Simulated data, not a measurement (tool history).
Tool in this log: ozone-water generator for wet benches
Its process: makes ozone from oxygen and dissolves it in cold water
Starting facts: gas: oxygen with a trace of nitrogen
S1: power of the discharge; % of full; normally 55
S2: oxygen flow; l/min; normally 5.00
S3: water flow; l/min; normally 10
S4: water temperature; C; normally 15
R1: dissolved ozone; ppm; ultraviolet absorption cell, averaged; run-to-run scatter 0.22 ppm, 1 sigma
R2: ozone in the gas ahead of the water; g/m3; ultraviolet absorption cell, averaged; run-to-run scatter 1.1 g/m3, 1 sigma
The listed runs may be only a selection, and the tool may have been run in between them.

run 1 hour=0.0 | S1=55 S2=5.00 S3=10 S4=15 | R1=30.5 R2=190.6
run 2 hour=30.5 | S1=55 S2=5.00 S3=10 S4=15 | R1=30.8 R2=187.7
run 3 hour=74.3 | S1=55 S2=5.00 S3=10 S4=15 | R1=30.7 R2=190.5
run 4 hour=115.0 | S1=55 S2=5.00 S3=10 S4=15 | R1=30.4 R2=189.7
run 5 hour=150.8 | S1=55 S2=5.00 S3=10 S4=15 | R1=30.6 R2=191.1
run 6 hour=198.2 | S1=55 S2=5.00 S3=10 S4=15 | R1=30.5 R2=188.6
run 7 hour=232.2 | S1=55 S2=5.00 S3=10 S4=15 | R1=30.5 R2=189.1
run 8 hour=256.7 | S1=55 S2=5.00 S3=10 S4=15 | R1=30.4 R2=191.2
run 9 hour=279.1 | S1=55 S2=5.00 S3=10 S4=15 | R1=30.4 R2=189.1
run 10 hour=307.2 | S1=55 S2=5.00 S3=10 S4=15 | R1=30.3 R2=186.8
run 11 hour=346.8 | S1=55 S2=7.05 S3=10 S4=15 | R1=27.4 R2=150.3
run 12 hour=385.7 | S1=55 S2=8.71 S3=10 S4=15 | R1=25.7 R2=131.8
run 13 hour=420.4 | S1=55 S2=8.71 S3=10 S4=15 | R1=25.3 R2=131.4
run 14 hour=467.3 | S1=55 S2=5.00 S3=12 S4=15 | R1=27.3 R2=187.7
run 15 hour=488.7 | S1=55 S2=5.00 S3=10 S4=9 | R1=33.9 R2=189.0
run 16 hour=531.1 | S1=55 S2=5.00 S3=10 S4=9 | R1=33.4 R2=187.4
run 17 hour=579.2 | S1=55 S2=5.00 S3=10 S4=15 | R1=30.1 R2=189.4
run 18 hour=626.1 | S1=55 S2=5.00 S3=10 S4=16 | R1=29.6 R2=189.4
run 19 hour=650.7 | S1=55 S2=5.00 S3=10 S4=16 | R1=29.6 R2=188.5
run 20 hour=673.7 | S1=87 S2=5.00 S3=10 S4=11 | R1=45.7 R2=265.7
run 21 hour=722.8 | S1=87 S2=5.00 S3=10 S4=11 | R1=45.6 R2=263.5
run 22 hour=753.1 | S1=55 S2=7.91 S3=10 S4=8 | R1=30.2 R2=138.7
run 23 hour=774.3 | S1=55 S2=7.91 S3=10 S4=21 | R1=22.9 R2=138.9
run 24 hour=796.3 | S1=48 S2=4.99 S3=14 S4=9 | R1=24.1 R2=169.6
run 25 hour=826.6 | S1=48 S2=5.96 S3=9 S4=9 | R1=30.5 R2=150.7
run 26 hour=876.0 | S1=55 S2=7.47 S3=10 S4=15 | R1=26.5 R2=143.4
run 27 hour=901.2 | S1=55 S2=7.47 S3=10 S4=15 | R1=26.3 R2=144.8
run 28 hour=931.0 | S1=69 S2=5.00 S3=13 S4=15 | R1=30.3 R2=224.6
run 29 hour=971.0 | S1=69 S2=5.00 S3=13 S4=15 | R1=30.1 R2=222.7
run 30 hour=992.3 | S1=54 S2=5.00 S3=16 S4=15 | R1=22.1 R2=183.8
run 31 hour=1017.0 | S1=54 S2=5.00 S3=16 S4=15 | R1=21.8 R2=185.6
run 32 hour=1059.2 | S1=60 S2=5.09 S3=15 S4=22 | R1=21.7 R2=197.3
run 33 hour=1086.5 | S1=55 S2=5.00 S3=10 S4=19 | R1=27.5 R2=186.2

Measured result minus the same run's result without the hidden state. Both carry the same run-to-run variation, though not necessarily the same gauge scatter:
The hidden state here: yield of the discharge, % of new electrodes'; contactor's efficiency, % of a clean one's; true water temperature over the reading, C; drift of the gauge itself on ozone_ppm, %; drift of the gauge itself on gas_g_m3, %.
run=1 R1=-2.0 R2=-5.4
run=2 R1=-2.0 R2=-5.4
run=3 R1=-2.0 R2=-5.6
run=4 R1=-2.0 R2=-5.7
run=5 R1=-2.1 R2=-5.8
run=6 R1=-2.1 R2=-5.9
run=7 R1=-2.1 R2=-6.0
run=8 R1=-2.2 R2=-6.1
run=9 R1=-2.2 R2=-6.2
run=10 R1=-2.1 R2=-6.1
run=11 R1=-2.0 R2=-5.0
run=12 R1=-1.9 R2=-4.5
run=13 R1=-1.9 R2=-4.6
run=14 R1=-2.1 R2=-6.6
run=15 R1=-2.6 R2=-6.7
run=16 R1=-2.5 R2=-6.8
run=17 R1=-2.3 R2=-6.9
run=18 R1=-2.4 R2=-7.1
run=19 R1=-2.3 R2=-7.1
run=20 R1=-4.4 R2=-14.7
run=21 R1=-4.4 R2=-14.7
run=22 R1=-2.4 R2=-5.5
run=23 R1=-1.8 R2=-5.5
run=24 R1=-2.0 R2=-6.0
run=25 R1=-2.3 R2=-5.3
run=26 R1=-2.3 R2=-5.9
run=27 R1=-2.2 R2=-6.0
run=28 R1=-3.0 R2=-11.4
run=29 R1=-3.0 R2=-11.6
run=30 R1=-2.0 R2=-7.8
run=31 R1=-2.0 R2=-7.9
run=32 R1=-2.2 R2=-9.4
run=33 R1=-2.5 R2=-8.3
